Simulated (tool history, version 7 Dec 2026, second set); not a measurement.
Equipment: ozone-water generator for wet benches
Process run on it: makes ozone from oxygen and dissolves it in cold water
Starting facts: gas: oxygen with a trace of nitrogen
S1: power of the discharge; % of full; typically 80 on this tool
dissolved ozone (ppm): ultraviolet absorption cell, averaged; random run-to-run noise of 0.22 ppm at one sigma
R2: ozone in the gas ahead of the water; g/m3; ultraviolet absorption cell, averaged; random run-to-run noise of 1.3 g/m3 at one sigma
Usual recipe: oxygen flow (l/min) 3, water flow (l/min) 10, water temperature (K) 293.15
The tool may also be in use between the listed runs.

{"run": 1, "hour": 0.0, "S1": 80, "oxygen flow (l/min)": 3, "water flow (l/min)": 10, "water temperature (K)": 293.15, "dissolved ozone (ppm)": 32, "R2": 248.8}
{"run": 2, "hour": 59.6, "S1": 80, "oxygen flow (l/min)": 3, "water flow (l/min)": 10, "water temperature (K)": 293.15, "dissolved ozone (ppm)": 32.1, "R2": 249.8}
{"run": 3, "hour": 140.7, "S1": 80, "oxygen flow (l/min)": 4.54, "water flow (l/min)": 10, "water temperature (K)": 293.15, "dissolved ozone (ppm)": 33.8, "R2": 216.2}
{"run": 4, "hour": 192.2, "S1": 80, "oxygen flow (l/min)": 4.54, "water flow (l/min)": 7, "water temperature (K)": 293.15, "dissolved ozone (ppm)": 40.6, "R2": 216.5}
{"run": 5, "hour": 237.7, "S1": 80, "oxygen flow (l/min)": 4.54, "water flow (l/min)": 7, "water temperature (K)": 293.15, "dissolved ozone (ppm)": 40.2, "R2": 215.4}
{"run": 6, "hour": 294.3, "S1": 80, "oxygen flow (l/min)": 3, "water flow (l/min)": 10, "water temperature (K)": 293.15, "dissolved ozone (ppm)": 32, "R2": 247.7}
{"run": 7, "hour": 379.8, "S1": 80, "oxygen flow (l/min)": 3, "water flow (l/min)": 10, "water temperature (K)": 293.15, "dissolved ozone (ppm)": 32, "R2": 246.8}
{"run": 8, "hour": 460.2, "S1": 80, "oxygen flow (l/min)": 3, "water flow (l/min)": 10, "water temperature (K)": 293.15, "dissolved ozone (ppm)": 32.2, "R2": 247.3}
{"run": 9, "hour": 505.1, "S1": 80, "oxygen flow (l/min)": 3, "water flow (l/min)": 10, "water temperature (K)": 293.15, "dissolved ozone (ppm)": 32.1, "R2": 244.8}
{"run": 10, "hour": 563.4, "S1": 80, "oxygen flow (l/min)": 3, "water flow (l/min)": 10, "water temperature (K)": 288.15, "dissolved ozone (ppm)": 34.2, "R2": 246.2}
{"run": 11, "hour": 641.6, "S1": 80, "oxygen flow (l/min)": 3, "water flow (l/min)": 10, "water temperature (K)": 288.15, "dissolved ozone (ppm)": 34.2, "R2": 247.1}
{"run": 12, "hour": 709.5, "S1": 80, "oxygen flow (l/min)": 3, "water flow (l/min)": 10, "water temperature (K)": 288.15, "dissolved ozone (ppm)": 34.5, "R2": 246.2}
{"run": 13, "hour": 788.9, "S1": 71, "oxygen flow (l/min)": 1.71, "water flow (l/min)": 12, "water temperature (K)": 292.15, "dissolved ozone (ppm)": 22.3, "R2": 273.3}
{"run": 14, "hour": 852.9, "S1": 44, "oxygen flow (l/min)": 1.71, "water flow (l/min)": 15, "water temperature (K)": 292.15, "dissolved ozone (ppm)": 13.2, "R2": 200.7}

Run 15, settings as shown, results not yet in. Your forecast:
{"run": 15, "hour": 905.8, "S1": 44, "oxygen flow (l/min)": 1.71, "water flow (l/min)": 15, "water temperature (K)": 292.15, "dissolved ozone (ppm)": "?", "R2": "?"}

Run 15 yielded dissolved ozone (ppm) 13.3, R2 201.1 g/m3.
Were there no unlogged condition in the tool, this run, its random variation unchanged, would have produced dissolved ozone (ppm) 13.4, R2 205.4 g/m3.

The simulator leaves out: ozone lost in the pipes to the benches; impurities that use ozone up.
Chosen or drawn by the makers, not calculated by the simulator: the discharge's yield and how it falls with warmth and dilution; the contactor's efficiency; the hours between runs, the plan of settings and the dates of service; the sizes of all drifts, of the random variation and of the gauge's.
